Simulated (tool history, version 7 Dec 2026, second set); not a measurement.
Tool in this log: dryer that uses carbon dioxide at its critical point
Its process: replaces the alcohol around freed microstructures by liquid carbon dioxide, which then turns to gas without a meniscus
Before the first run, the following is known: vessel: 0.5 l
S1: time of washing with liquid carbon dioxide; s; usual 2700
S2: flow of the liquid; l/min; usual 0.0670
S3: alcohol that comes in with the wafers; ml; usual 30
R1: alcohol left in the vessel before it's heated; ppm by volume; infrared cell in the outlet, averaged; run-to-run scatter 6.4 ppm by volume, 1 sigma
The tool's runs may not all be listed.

run   hour    S1      S2  S3    R1
  1    0.0  2700  0.0670  30   636
  2   13.3  2700  0.0670  30   685
  3   25.2  2700  0.0670  40   825
  4   42.2  2700  0.0670  40   869
  5   51.3  2700  0.0670  30   691
  6   62.8  2700  0.0790  30   375
  7   76.3  2700  0.0790  30   377
  8   95.4  2700  0.0790  30   390
  9  104.3  2700  0.0790  30   405
 10  119.2  2700  0.0670  30   746
 11  129.2  2700  0.0670  30   755
 12  143.1  2700  0.0670  30   783
 13  152.9  2700  0.0512  30  1996
 14  163.1  2700  0.0512  30  2034
 15  176.6  3180  0.0895  45   214
 16  189.3  2700  0.0403  30  4249
 17  204.5  2700  0.0403  30  4253
     221.4  -- inlet filter changed
 18  226.6  1860  0.0583  34  2823
 19  239.2  1860  0.0583  34  2840
 20  257.1  1860  0.0583  34  2819
 21  270.1  1860  0.0583  34  2870
 22  282.5  2820  0.0555  64  1425
 23  302.8  2820  0.0492  67  2369

Subtracting, for every run, the result it would have given without the tool's unlogged condition from the measured result gives the following. The same run-to-run variation enters both numbers; the gauge's scatter may not:
The hidden state here: flow that reaches the vessel past the clogged filter, %; alcohol in the recycled carbon dioxide, ppm; drift of the gauge itself on alcohol_ppm, %.
run     R1
  1   +373
  2   +409
  3   +481
  4   +513
  5   +419
  6   +271
  7   +276
  8   +282
  9   +296
 10   +477
 11   +487
 12   +508
 13  +1048
 14  +1079
 15   +202
 16  +1902
 17  +1923
 18   +176
 19   +199
 20   +233
 21   +264
 22   +247
 23   +330
